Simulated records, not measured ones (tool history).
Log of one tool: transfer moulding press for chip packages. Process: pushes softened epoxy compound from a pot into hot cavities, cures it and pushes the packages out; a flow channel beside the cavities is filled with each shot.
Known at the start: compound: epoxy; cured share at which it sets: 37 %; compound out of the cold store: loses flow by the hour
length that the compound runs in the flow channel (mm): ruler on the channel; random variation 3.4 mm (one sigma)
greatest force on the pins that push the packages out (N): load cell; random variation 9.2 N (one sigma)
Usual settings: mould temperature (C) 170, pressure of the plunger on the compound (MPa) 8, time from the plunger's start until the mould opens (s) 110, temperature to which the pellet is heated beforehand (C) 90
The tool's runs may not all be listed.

run	hour	mould temperature (C)	pressure of the plunger on the compound (MPa)	time from the plunger's start until the mould opens (s)	temperature to which the pellet is heated beforehand (C)	incoming compound's hours out of the cold store	length that the compound runs in the flow channel (mm)	greatest force on the pins that push the packages out (N)
1	0	170	8	110	90	23.8	868	748
2	4.4	170	8	110	90	28.8	833	735
3	10.5	170	8.49	110	90	25.5	877	769
4	14.5	175	8	110	90	46.7	758	692
# hour 20.5: cavities cleaned with cleaning compound and waxed
5	21.6	170	8	110	96	31.8	825	426
6	29.2	170	8	110	90	25.1	852	471
7	37.4	170	8	110	90	33.4	822	548
8	46.5	170	8	110	90	27.2	847	585
9	52.9	170	8	101	90	35.9	814	686
10	61.1	170	8	101	90	8.7	916	778
11	68.5	171	8	110	90	46.1	769	675
12	73	170	8	110	90	26	845	700
13	78.9	170	8	110	90	36.5	801	754
14	83.8	170	8	110	90	32.4	824	743
15	91.6	170	8	110	90	33.3	811	763
16	98.6	174	8	110	90	22	849	701
# hour 103: cavities cleaned with cleaning compound and waxed
17	104	174	8	110	90	36.1	794	374
18	109.5	174	9.38	110	84	15.7	934	426
19	113.6	174	9.38	110	84	35.1	863	449
20	119.5	177	9.23	143	81	37.2	845	483
21	124	177	9.23	143	81	39.1	835	486
22	129.7	177	9.23	143	81	22.5	900	505
23	134	162	8	110	92	44.4	795	918
24	139	162	8	110	92	23.9	876	1028
25	147.3	170	8	130	90	48	763	601
26	151.8	170	8	130	90	11.6	890	622
27	160.2	177	8.39	115	98	35.1	799	663
28	164.9	177	8.39	115	98	37.9	791	661

Hidden state or all else? Some run-to-run changes of length that the compound runs in the flow channel (mm), split into what the settings, what came in and random variation would give without the hidden state, and what is left for the hidden state (with any gauge scatter that isn't in both results):
The hidden state here: true mould temperature over the reading, C; pressure that reaches the compound, % of what is set; grip of the stained cavities, % over clean ones'; drift of the gauge itself on flow_mm, %; drift of the gauge itself on push_out_n, %.
Run 10 -> 11: mould temperature (C) 170 -> 171, time from the plunger's start until the mould opens (s) 101 -> 110. length that the compound runs in the flow channel (mm) -147: hidden state +4, all else -151.
Run 17 -> 18: pressure of the plunger on the compound (MPa) 8 -> 9.38, temperature to which the pellet is heated beforehand (C) 90 -> 84. length that the compound runs in the flow channel (mm) +140: hidden state -6, all else +146.
Run 25 -> 26: no setting changed, nothing entered. length that the compound runs in the flow channel (mm) +127: hidden state -5, all else +132.
